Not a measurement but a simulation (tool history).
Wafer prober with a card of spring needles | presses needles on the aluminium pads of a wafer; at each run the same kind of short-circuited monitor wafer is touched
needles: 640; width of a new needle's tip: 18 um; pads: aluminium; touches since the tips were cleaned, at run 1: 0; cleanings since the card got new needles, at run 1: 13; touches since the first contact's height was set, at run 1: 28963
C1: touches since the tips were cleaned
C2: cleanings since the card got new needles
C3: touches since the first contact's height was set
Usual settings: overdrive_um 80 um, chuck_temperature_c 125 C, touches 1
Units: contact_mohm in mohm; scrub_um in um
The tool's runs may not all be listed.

{"run": 1, "hour": 0.0, "overdrive_um": 80, "chuck_temperature_c": 125, "touches": 1, "C1": 0, "C2": 13, "C3": 28963, "contact_mohm": 156, "scrub_um": 15.16}
{"hour": 6.6, "done": "tips cleaned on abrasive film"}
{"hour": 13.3, "done": "tips cleaned on abrasive film"}
{"run": 2, "hour": 13.3, "overdrive_um": 80, "chuck_temperature_c": 125, "touches": 1, "C1": 0, "C2": 15, "C3": 33105, "contact_mohm": 155, "scrub_um": 15.28}
{"hour": 20.8, "done": "tips cleaned on abrasive film"}
{"run": 3, "hour": 23.8, "overdrive_um": 80, "chuck_temperature_c": 125, "touches": 1, "C1": 938, "C2": 16, "C3": 36410, "contact_mohm": 191, "scrub_um": 15.17}
{"hour": 27.8, "done": "tips cleaned on abrasive film"}
{"run": 4, "hour": 30.2, "overdrive_um": 80, "chuck_temperature_c": 125, "touches": 1, "C1": 761, "C2": 17, "C3": 38393, "contact_mohm": 187, "scrub_um": 15.36}
{"hour": 34.6, "done": "tips cleaned on abrasive film"}
{"run": 5, "hour": 37.6, "overdrive_um": 80, "chuck_temperature_c": 125, "touches": 1, "C1": 947, "C2": 18, "C3": 40728, "contact_mohm": 196, "scrub_um": 15.12}
{"hour": 41.6, "done": "tips cleaned on abrasive film"}
{"run": 6, "hour": 44.1, "overdrive_um": 80, "chuck_temperature_c": 125, "touches": 1, "C1": 793, "C2": 19, "C3": 42757, "contact_mohm": 188, "scrub_um": 15.34}
{"hour": 49.1, "done": "tips cleaned on abrasive film"}
{"run": 7, "hour": 51.1, "overdrive_um": 80, "chuck_temperature_c": 125, "touches": 1, "C1": 636, "C2": 20, "C3": 44942, "contact_mohm": 175, "scrub_um": 15}
{"hour": 55.6, "done": "tips cleaned on abrasive film"}
{"hour": 63.2, "done": "tips cleaned on abrasive film"}
{"run": 8, "hour": 64.5, "overdrive_um": 87, "chuck_temperature_c": 125, "touches": 1, "C1": 415, "C2": 22, "C3": 49103, "contact_mohm": 164, "scrub_um": 16.19}
{"hour": 70.2, "done": "tips cleaned on abrasive film"}
{"hour": 76.9, "done": "tips cleaned on abrasive film"}
{"run": 9, "hour": 79.4, "overdrive_um": 80, "chuck_temperature_c": 125, "touches": 1, "C1": 809, "C2": 24, "C3": 53773, "contact_mohm": 191, "scrub_um": 15.18}
{"hour": 83.7, "done": "tips cleaned on abrasive film"}
{"hour": 90.7, "done": "tips cleaned on abrasive film"}
{"run": 10, "hour": 91.4, "overdrive_um": 80, "chuck_temperature_c": 125, "touches": 1, "C1": 222, "C2": 26, "C3": 57524, "contact_mohm": 166, "scrub_um": 15.04}
{"hour": 98.0, "done": "tips cleaned on abrasive film"}
{"run": 11, "hour": 102.3, "overdrive_um": 80, "chuck_temperature_c": 125, "touches": 1, "C1": 1369, "C2": 27, "C3": 60931, "contact_mohm": 210, "scrub_um": 14.94}
{"hour": 104.7, "done": "tips cleaned on abrasive film"}
{"hour": 112.2, "done": "tips cleaned on abrasive film"}
{"run": 12, "hour": 113.1, "overdrive_um": 80, "chuck_temperature_c": 125, "touches": 1, "C1": 292, "C2": 29, "C3": 64293, "contact_mohm": 169, "scrub_um": 15.08}
{"hour": 119.0, "done": "tips cleaned on abrasive film"}
{"hour": 126.7, "done": "tips cleaned on abrasive film"}
{"run": 13, "hour": 126.7, "overdrive_um": 80, "chuck_temperature_c": 125, "touches": 1, "C1": 0, "C2": 31, "C3": 68541, "contact_mohm": 158, "scrub_um": 14.8}
{"hour": 133.2, "done": "tips cleaned on abrasive film"}
{"run": 14, "hour": 137.4, "overdrive_um": 80, "chuck_temperature_c": 125, "touches": 1, "C1": 1332, "C2": 32, "C3": 71893, "contact_mohm": 213, "scrub_um": 15}
{"hour": 140.5, "done": "tips cleaned on abrasive film"}
{"run": 15, "hour": 144.2, "overdrive_um": 80, "chuck_temperature_c": 125, "touches": 1, "C1": 1171, "C2": 33, "C3": 74029, "contact_mohm": 205, "scrub_um": 14.98}

Forecast run 16:
{"hour": 147.2, "done": "tips cleaned on abrasive film"}
{"run": 16, "hour": 151.1, "overdrive_um": 80, "chuck_temperature_c": 125, "touches": 1, "C1": 1229, "C2": 34, "C3": 76161, "contact_mohm": "?", "scrub_um": "?"}

contact_mohm: 205 mohm
scrub_um: 14.85 um
Without the tool's hidden state the same run would have given contact_mohm 147 mohm, scrub_um 15.44 um.
